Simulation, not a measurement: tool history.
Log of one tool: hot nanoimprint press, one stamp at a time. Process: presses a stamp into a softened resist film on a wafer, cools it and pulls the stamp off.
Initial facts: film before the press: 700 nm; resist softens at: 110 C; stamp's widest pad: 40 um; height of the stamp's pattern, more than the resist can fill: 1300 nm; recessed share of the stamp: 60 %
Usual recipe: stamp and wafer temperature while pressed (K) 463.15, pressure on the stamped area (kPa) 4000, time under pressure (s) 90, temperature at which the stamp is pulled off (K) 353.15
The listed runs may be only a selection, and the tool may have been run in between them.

run	hour	stamp and wafer temperature while pressed (K)	pressure on the stamped area (kPa)	time under pressure (s)	temperature at which the stamp is pulled off (K)	resist left under the stamp's widest pad (Å)	greatest force while the stamp is pulled off (N)
1	0	463.15	4000	90	353.15	2657	161
2	29.1	463.15	2600	90	353.15	3201	164
3	60	463.15	2600	90	353.15	3211	161
4	110.5	463.15	2600	90	353.15	3195	162
5	147.6	463.15	4000	90	340.15	2648	202
6	200.3	463.15	4000	90	340.15	2656	205
7	230.6	463.15	4000	90	340.15	2649	209
8	264	463.15	4000	90	340.15	2649	203
9	298.4	463.15	4000	90	353.15	2649	165
10	337.6	463.15	4000	90	353.15	2657	163
11	382.5	463.15	4000	90	353.15	2654	162
12	426.2	463.15	4000	90	353.15	2671	166
13	454.7	463.15	4000	90	353.15	2649	165
14	506.2	459.15	4000	90	353.15	3206	164
15	542	463.15	4000	90	353.15	2664	165
16	570.5	463.15	4000	90	353.15	2652	165
17	616.4	463.15	5250	49	353.15	3029	167
18	638.1	463.15	3950	90	359.15	2677	145
19	684.2	468.15	3730	131	358.15	1824	149
20	720.2	463.15	4000	69	353.15	2954	163
21	757.5	454.15	4000	69	344.15	4349	194
22	800.1	454.15	2620	106	353.15	4404	164
23	848.4	473.15	3810	102	352.15	1607	164
24	897.6	473.15	3810	102	352.15	1611	167
25	945.5	473.15	5170	80	341.15	1541	201
26	999.7	469.15	3800	126	358.15	1754	147
27	1039.3	463.15	3190	90	353.15	2927	164
28	1086.8	463.15	3190	90	353.15	2933	164
29	1131.3	472.15	4580	150	348.15	1285	178

Removed from this log: 8 entries logged between the listed runs. Between which two listed runs does each belong, and how does the tool's hidden state at the listed run before it compare with that at the listed run after it?
Runs 1 to 2: stamp cleaned and given a new release coat (hour 14)
  grip of the stamp's worn release coat, % over a new coat's: 0.3 -> 0
Runs 5 to 6: plate thermocouple calibrated (hour 185.1)
  true temperature over the reading, C: -0.01 -> 0; pressure that arrives at the usual setting, %: 99.99 -> 99.98
Runs 8 to 9: stamp cleaned and given a new release coat (hour 282.9)
  grip of the stamp's worn release coat, % over a new coat's: 0.3 -> 0
Runs 15 to 16: stamp cleaned and given a new release coat (hour 550.3)
  grip of the stamp's worn release coat, % over a new coat's: 0.3 -> 0
Runs 22 to 23: stamp cleaned and given a new release coat (hour 819.3); press's hydraulic seals changed and the load cell set to zero (hour 842.7)
  pressure that arrives at the usual setting, %: 99.97 -> 99.99; grip of the stamp's worn release coat, % over a new coat's: 0.3 -> 0
Runs 25 to 26: plate thermocouple calibrated (hour 987.6)
  true temperature over the reading, C: -0.01 -> 0; grip of the stamp's worn release coat, % over a new coat's: 0.1 -> 0.2
Runs 28 to 29: stamp cleaned and given a new release coat (hour 1096.5)
  grip of the stamp's worn release coat, % over a new coat's: 0.3 -> 0
